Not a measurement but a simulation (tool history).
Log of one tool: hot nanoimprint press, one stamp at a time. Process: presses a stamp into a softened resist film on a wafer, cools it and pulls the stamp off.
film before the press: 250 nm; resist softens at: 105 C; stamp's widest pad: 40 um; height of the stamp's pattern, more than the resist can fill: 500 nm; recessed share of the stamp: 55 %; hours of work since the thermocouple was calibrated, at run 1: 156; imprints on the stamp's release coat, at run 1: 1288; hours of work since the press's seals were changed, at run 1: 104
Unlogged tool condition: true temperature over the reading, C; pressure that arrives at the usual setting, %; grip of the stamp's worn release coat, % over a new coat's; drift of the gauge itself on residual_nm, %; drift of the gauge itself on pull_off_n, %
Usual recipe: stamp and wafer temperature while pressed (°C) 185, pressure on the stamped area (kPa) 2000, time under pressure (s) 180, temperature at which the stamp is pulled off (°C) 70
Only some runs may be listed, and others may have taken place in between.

run	hour	stamp and wafer temperature while pressed (°C)	pressure on the stamped area (kPa)	time under pressure (s)	temperature at which the stamp is pulled off (°C)	hours of work since the thermocouple was calibrated	imprints on the stamp's release coat	hours of work since the press's seals were changed	resist left under the stamp's widest pad (Å)	greatest force while the stamp is pulled off (N)
1	0.0	185	2000	180	70	156	1288	104	952	190
2	5.1	185	1370	180	70	158	1296	107	1193	189
3	9.8	185	2000	180	70	160	1304	109	957	194
4	14.6	173	2000	180	70	162	1311	111	1503	183
5	23.3	173	2000	180	70	166	1325	114	1501	188
6	31.4	173	2000	180	70	169	1338	118	1517	194
7	35.8	173	2000	180	70	171	1345	120	1504	189
8	42.6	173	2000	180	70	174	1356	123	1517	189
9	47.8	175	2000	180	70	176	1364	125	1419	191
10	52.8	185	2000	180	70	179	1372	127	954	192
11	56.4	185	2000	180	70	180	1378	129	971	190
12	63.3	185	2330	180	70	183	1389	132	882	188
13	68.2	185	2000	180	72	185	1397	134	960	185
14	76.0	185	2480	180	72	188	1409	137	864	184
15	83.2	185	2480	180	76	192	1421	140	854	174

Expected results for the next run?
16	88.3	193	2000	180	59	194	1429	142	?	?

resist left under the stamp's widest pad (Å): 724
greatest force while the stamp is pulled off (N): 234
With no hidden state in the tool, this same run would have given resist left under the stamp's widest pad (Å) 698, greatest force while the stamp is pulled off (N) 182.

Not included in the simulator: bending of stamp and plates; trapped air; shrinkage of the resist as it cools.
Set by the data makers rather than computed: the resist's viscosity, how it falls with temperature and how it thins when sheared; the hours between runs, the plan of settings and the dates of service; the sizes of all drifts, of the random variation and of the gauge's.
